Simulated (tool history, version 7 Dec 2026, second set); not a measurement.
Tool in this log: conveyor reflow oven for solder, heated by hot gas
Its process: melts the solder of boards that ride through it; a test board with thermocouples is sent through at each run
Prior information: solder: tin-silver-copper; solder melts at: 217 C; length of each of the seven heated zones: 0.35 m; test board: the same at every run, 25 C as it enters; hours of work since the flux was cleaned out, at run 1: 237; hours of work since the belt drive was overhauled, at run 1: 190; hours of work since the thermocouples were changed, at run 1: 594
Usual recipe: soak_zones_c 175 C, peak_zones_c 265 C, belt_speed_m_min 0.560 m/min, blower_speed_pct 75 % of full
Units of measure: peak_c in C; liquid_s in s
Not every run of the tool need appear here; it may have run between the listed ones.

run,hour,soak_zones_c,peak_zones_c,belt_speed_m_min,blower_speed_pct,hours of work since the flux was cleaned out,hours of work since the belt drive was overhauled,hours of work since the thermocouples were changed,peak_c,liquid_s
1,0.0,175,265,0.560,75,237,190,594,253.5,58.9
# hour 9.9: flux residue cleaned out of gas plates and filters
2,18.2,175,275,0.560,75,4,197,601,263.0,64.0
3,36.1,188,265,0.560,75,13,206,610,255.4,64.8
4,48.7,175,265,0.560,80,19,212,616,254.5,59.3
5,69.3,175,265,0.560,80,30,223,627,254.6,59.5
6,86.1,175,265,0.560,75,38,231,635,253.7,58.7
7,102.8,175,265,0.560,75,47,239,643,253.7,58.5
8,113.2,175,265,0.560,75,52,245,649,253.6,58.8
9,127.6,175,265,0.560,75,59,252,656,253.8,58.6
10,145.9,175,265,0.533,75,68,261,665,254.8,63.1
11,167.2,175,265,0.560,89,79,272,676,256.0,60.8
# hour 183.9: thermocouples of zones 6 and 7 changed
12,191.0,175,270,0.560,75,90,283,4,258.3,61.6
13,208.3,175,270,0.560,75,99,291,12,258.3,61.4
14,230.0,175,265,0.560,75,109,302,23,253.8,58.6
15,245.9,175,267,0.560,75,117,310,31,255.5,59.8
16,257.2,175,267,0.560,75,123,316,37,255.5,60.0
17,269.8,175,258,0.639,50,129,322,43,236.8,34.9
18,284.2,175,258,0.560,75,137,329,50,247.4,54.6
19,296.9,175,262,0.610,75,143,336,57,249.0,50.2
20,307.7,175,262,0.610,75,148,341,62,248.7,50.2
21,320.4,170,262,0.610,75,155,348,68,247.9,48.1
22,330.6,174,256,0.593,75,160,353,74,244.0,47.8
23,350.0,174,256,0.593,75,170,362,83,243.9,47.6
24,360.6,169,256,0.526,79,175,368,89,246.6,56.7
25,382.0,177,265,0.560,75,186,378,99,254.1,60.0
26,396.0,177,265,0.560,75,193,386,106,254.2,59.7
27,407.8,175,265,0.574,75,199,391,112,253.1,56.6
28,419.1,175,265,0.629,70,204,397,118,249.5,48.4
29,434.7,172,265,0.567,64,212,405,126,250.7,54.1
30,444.7,172,265,0.567,64,217,410,131,250.4,54.1
31,457.5,186,279,0.560,75,224,416,137,267.8,69.8
32,470.4,177,280,0.530,78,230,423,144,269.8,71.8

Branching from run 32: 3 alternative next runs. What would each branch give?
A,485.4,182,265,0.517,75,238,430,151,?,?
B,485.4,168,263,0.458,78,238,430,151,?,?
C,485.4,180,261,0.530,51,238,430,151,?,?

run,peak_c,liquid_s
A,256.2,68.6
B,255.9,73.3
C,247.0,57.8
Stripped of hidden state, with their random variation kept, the same runs would have yielded:
run,peak_c,liquid_s
A,256.2,68.6
B,255.9,73.3
C,247.0,57.8
